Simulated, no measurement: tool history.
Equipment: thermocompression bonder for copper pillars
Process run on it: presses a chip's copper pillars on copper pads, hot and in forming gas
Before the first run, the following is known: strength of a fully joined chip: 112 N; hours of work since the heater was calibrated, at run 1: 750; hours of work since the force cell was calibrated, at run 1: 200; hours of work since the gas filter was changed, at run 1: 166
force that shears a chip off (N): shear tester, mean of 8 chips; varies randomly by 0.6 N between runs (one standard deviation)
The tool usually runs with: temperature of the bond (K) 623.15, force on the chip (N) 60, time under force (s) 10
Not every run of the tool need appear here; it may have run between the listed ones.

run,day,temperature of the bond (K),force on the chip (N),time under force (s),hours of work since the heater was calibrated,hours of work since the force cell was calibrated,hours of work since the gas filter was changed,force that shears a chip off (N)
1,0,623.15,60,10,750,200,166,68.9
2,1.121,623.15,60,10,761,211,177,68.9
# day 1.671: forming gas filter changed
3,2.258,623.15,60,10,773,223,6,75.8
4,2.829,623.15,60,10,779,229,12,75.7
5,3.975,623.15,60,10,791,241,24,74.6
6,4.858,623.15,60,10,800,250,33,73.5
7,5.858,623.15,60,10,811,260,44,74.3
8,6.846,623.15,60,10,821,271,54,73
9,7.388,623.15,60,10,827,276,60,74.9
10,8.162,623.15,62,10,835,284,68,74.9
11,9.208,623.15,62,10,846,295,79,74.5
12,9.75,623.15,62,10,851,301,84,74.2
13,10.696,639.15,45,13,861,311,94,69.3
14,11.275,619.15,60,8,867,317,100,65.9
15,12.154,619.15,60,27,876,326,109,87.7
16,13.083,624.15,46,6,886,336,119,47.8
17,13.621,624.15,55,12,892,341,125,70.3

Describe how what the log doesn't record of the tool's condition differs between the last listed run preceding each entry between runs and the first listed run following it.
Logged between run 2 and run 3: forming gas filter changed (day 1.671)
  true temperature of the bond over the reading, C: 10.1 -> 10.2; oxide that the forming gas leaves, % of the face: 10.23 -> 1.02
  measured less the result without the state, force that shears a chip off (N): -2.4 -> +4.8
